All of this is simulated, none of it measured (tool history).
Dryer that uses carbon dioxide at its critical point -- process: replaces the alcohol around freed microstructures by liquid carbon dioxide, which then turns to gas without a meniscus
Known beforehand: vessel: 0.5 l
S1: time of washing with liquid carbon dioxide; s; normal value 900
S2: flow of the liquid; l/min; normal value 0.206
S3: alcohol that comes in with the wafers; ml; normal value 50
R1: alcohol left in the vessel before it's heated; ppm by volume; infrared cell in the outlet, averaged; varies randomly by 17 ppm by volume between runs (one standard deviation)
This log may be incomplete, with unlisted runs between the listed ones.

run,hour,S1,S2,S3,R1
1,0,900,0.206,50,1402
2,41.5,900,0.275,50,425
3,66.1,900,0.328,50,193
4,99,900,0.328,50,213
5,141,900,0.213,50,1452
6,177.9,900,0.202,50,1773
7,201.5,900,0.144,50,5595
8,221.3,1020,0.273,85,450
9,248.4,900,0.206,26,997
10,286.2,900,0.206,39,1516
# hour 306.7: inlet filter changed
11,329.9,1140,0.298,29,103
12,351.7,540,0.206,98,13948
13,388.1,540,0.252,61,5020

Some steps in R1, run to run, broken into two amounts with sign: the step expected even without the hidden condition (settings, incoming material, random variation), and the rest, left for the hidden condition together with whatever gauge scatter is not in both the measured and the hidden-condition-free result:
Hidden conditions of the tool in this case: flow that reaches the vessel past the clogged filter, %; alcohol in the recycled carbon dioxide, ppm; drift of the gauge itself on alcohol_ppm, %.
Run 7 -> 8: S1 900 -> 1020, S2 0.144 -> 0.273, S3 50 -> 85. R1 -5145 ppm by volume: hidden state -1193, all else -3952.
Run 11 -> 12: S1 1140 -> 540, S2 0.298 -> 0.206, S3 29 -> 98. R1 +13845 ppm by volume: hidden state +564, all else +13281.
